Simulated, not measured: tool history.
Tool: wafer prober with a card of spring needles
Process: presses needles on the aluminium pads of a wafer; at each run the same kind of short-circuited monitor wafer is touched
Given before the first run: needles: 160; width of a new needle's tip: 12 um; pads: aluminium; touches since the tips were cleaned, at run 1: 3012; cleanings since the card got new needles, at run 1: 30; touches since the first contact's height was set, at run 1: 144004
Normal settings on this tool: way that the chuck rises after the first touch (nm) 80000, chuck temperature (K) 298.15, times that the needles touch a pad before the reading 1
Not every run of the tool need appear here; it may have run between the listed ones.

run	hour	way that the chuck rises after the first touch (nm)	chuck temperature (K)	times that the needles touch a pad before the reading	touches since the tips were cleaned	cleanings since the card got new needles	touches since the first contact's height was set	resistance of one needle with its contact and lead (mohm)	way that a needle slides on the pad (nm)
1	0	80000	298.15	1	3012	30	144004	210	21050
# hour 2.8: tips cleaned on abrasive film
# hour 16.1: tips cleaned on abrasive film
# hour 29.5: tips cleaned on abrasive film
# hour 42.9: tips cleaned on abrasive film
# hour 56.3: tips cleaned on abrasive film
2	57.9	80000	321.15	1	576	35	164452	188	20990
# hour 68.7: tips cleaned on abrasive film
# hour 82.1: tips cleaned on abrasive film
# hour 95.4: tips cleaned on abrasive film
# hour 108.8: tips cleaned on abrasive film
# hour 114.5: height of the first contact set anew
# hour 122.5: tips cleaned on abrasive film
3	124.9	80000	321.15	1	856	40	3695	193	21840
# hour 135.7: tips cleaned on abrasive film
# hour 146.4: tips cleaned on abrasive film
# hour 159.8: tips cleaned on abrasive film
# hour 173.2: tips cleaned on abrasive film
4	176.9	80000	321.15	1	1333	44	22060	196	21790
# hour 185: tips cleaned on abrasive film
# hour 198.4: tips cleaned on abrasive film
# hour 211.8: tips cleaned on abrasive film
5	220.8	80000	321.15	1	3199	47	37561	209	21720
# hour 223.5: tips cleaned on abrasive film
# hour 236.9: tips cleaned on abrasive film
# hour 250.3: tips cleaned on abrasive film
# hour 263.7: tips cleaned on abrasive film
# hour 277.1: tips cleaned on abrasive film
6	286.6	80000	321.15	1	3402	52	60835	216	21460
# hour 289.4: tips cleaned on abrasive film
# hour 300.1: tips cleaned on abrasive film
# hour 313.5: tips cleaned on abrasive film
# hour 326.9: tips cleaned on abrasive film
# hour 340.3: tips cleaned on abrasive film
7	349.8	80000	321.15	1	3369	57	83128	216	21300
# hour 352.5: tips cleaned on abrasive film
# hour 363.3: tips cleaned on abrasive film
# hour 376.6: tips cleaned on abrasive film
# hour 390: tips cleaned on abrasive film
8	391.3	80000	321.15	1	445	61	97767	184	21290
# hour 402: tips cleaned on abrasive film
# hour 415.4: tips cleaned on abrasive film
# hour 428.8: tips cleaned on abrasive film
# hour 442.2: tips cleaned on abrasive film
# hour 455.6: tips cleaned on abrasive film
# hour 469: tips cleaned on abrasive film
9	470.1	80000	298.15	2	408	67	125617	177	21260
# hour 480.9: tips cleaned on abrasive film
# hour 494.2: tips cleaned on abrasive film
# hour 507.6: tips cleaned on abrasive film
# hour 521: tips cleaned on abrasive film
10	523	80000	298.15	1	712	71	144309	182	21110
# hour 533.8: tips cleaned on abrasive film
# hour 547.1: tips cleaned on abrasive film
# hour 560.5: tips cleaned on abrasive film
# hour 573.9: tips cleaned on abrasive film
# hour 587.3: tips cleaned on abrasive film
# hour 600.7: tips cleaned on abrasive film
# hour 611.4: tips cleaned on abrasive film
11	613.6	86000	326.15	2	763	78	176300	183	22350
# hour 624.3: tips cleaned on abrasive film
# hour 637.7: tips cleaned on abrasive film
# hour 638: height of the first contact set anew
# hour 651.4: tips cleaned on abrasive film
# hour 664.8: tips cleaned on abrasive film
12	668.9	86000	326.15	2	1455	82	10917	188	23440
# hour 676.9: tips cleaned on abrasive film
# hour 690.3: tips cleaned on abrasive film
# hour 703.7: tips cleaned on abrasive film
13	712.7	86000	326.15	2	3192	85	26410	192	23170
# hour 715.5: tips cleaned on abrasive film
# hour 728.8: tips cleaned on abrasive film
# hour 742.2: tips cleaned on abrasive film
# hour 755.6: tips cleaned on abrasive film
# hour 769: tips cleaned on abrasive film
# hour 782.4: tips cleaned on abrasive film
# hour 793.6: tips cleaned on abrasive film
14	793.6	89000	350.15	2	0	92	54974	179	23950
# hour 807: tips cleaned on abrasive film
# hour 820.4: tips cleaned on abrasive film
# hour 833.8: tips cleaned on abrasive film
15	843.3	89000	350.15	2	3394	95	72561	200	23600
# hour 846.1: tips cleaned on abrasive film
# hour 859.5: tips cleaned on abrasive film
# hour 872.9: tips cleaned on abrasive film
# hour 886.3: tips cleaned on abrasive film
# hour 897: tips cleaned on abrasive film
16	897.8	80000	308.15	1	273	100	91759	183	21480
# hour 908.5: tips cleaned on abrasive film
# hour 921.9: tips cleaned on abrasive film
# hour 935.3: tips cleaned on abrasive film
# hour 948.7: tips cleaned on abrasive film
# hour 962.1: tips cleaned on abrasive film
# hour 972.8: tips cleaned on abrasive film
17	981.2	81000	394.15	2	2996	106	121253	212	21240
# hour 984: tips cleaned on abrasive film
# hour 997.4: tips cleaned on abrasive film
# hour 1010.7: tips cleaned on abrasive film
# hour 1024.1: tips cleaned on abrasive film
# hour 1037.5: tips cleaned on abrasive film
# hour 1050.9: tips cleaned on abrasive film
# hour 1064.3: tips cleaned on abrasive film
# hour 1077.6: tips cleaned on abrasive film
18	1077.6	81000	394.15	2	0	114	155283	189	21290
# hour 1091: tips cleaned on abrasive film
# hour 1104.4: tips cleaned on abrasive film
# hour 1117.8: tips cleaned on abrasive film
# hour 1128.5: tips cleaned on abrasive film
# hour 1141.9: tips cleaned on abrasive film
19	1148.9	81000	394.15	2	2508	119	180502	214	21290

Predict each of these 5 candidate next runs independently; none follows another, all start after run 19:
# hour 1154.4: tips cleaned on abrasive film
# hour 1160: height of the first contact set anew
# hour 1168: tips cleaned on abrasive film
# hour 1181.4: tips cleaned on abrasive film
# hour 1194.8: tips cleaned on abrasive film
# hour 1208.2: tips cleaned on abrasive film
# hour 1221.6: tips cleaned on abrasive film
A	1231.8	81000	319.15	3	3626	125	25390	?	?
# hour 1154.4: tips cleaned on abrasive film
# hour 1160: height of the first contact set anew
# hour 1168: tips cleaned on abrasive film
# hour 1181.4: tips cleaned on abrasive film
# hour 1194.8: tips cleaned on abrasive film
# hour 1208.2: tips cleaned on abrasive film
# hour 1221.6: tips cleaned on abrasive film
B	1231.8	91000	390.15	3	3626	125	25390	?	?
# hour 1154.4: tips cleaned on abrasive film
# hour 1160: height of the first contact set anew
# hour 1168: tips cleaned on abrasive film
# hour 1181.4: tips cleaned on abrasive film
# hour 1194.8: tips cleaned on abrasive film
# hour 1208.2: tips cleaned on abrasive film
# hour 1221.6: tips cleaned on abrasive film
C	1231.8	81000	357.15	2	3626	125	25390	?	?
# hour 1154.4: tips cleaned on abrasive film
# hour 1160: height of the first contact set anew
# hour 1168: tips cleaned on abrasive film
# hour 1181.4: tips cleaned on abrasive film
# hour 1194.8: tips cleaned on abrasive film
# hour 1208.2: tips cleaned on abrasive film
# hour 1221.6: tips cleaned on abrasive film
D	1231.8	84000	300.15	2	3626	125	25390	?	?
# hour 1154.4: tips cleaned on abrasive film
# hour 1160: height of the first contact set anew
# hour 1168: tips cleaned on abrasive film
# hour 1181.4: tips cleaned on abrasive film
# hour 1194.8: tips cleaned on abrasive film
# hour 1208.2: tips cleaned on abrasive film
# hour 1221.6: tips cleaned on abrasive film
E	1231.8	91000	394.15	2	3626	125	25390	?	?

run	resistance of one needle with its contact and lead (mohm)	way that a needle slides on the pad (nm)
A	191	22080
B	199	24670
C	209	22060
D	201	22690
E	210	24690
With no hidden state in the tool, these same runs would have given:
run	resistance of one needle with its contact and lead (mohm)	way that a needle slides on the pad (nm)
A	170	22200
B	184	24780
C	176	22180
D	168	22810
E	186	24810
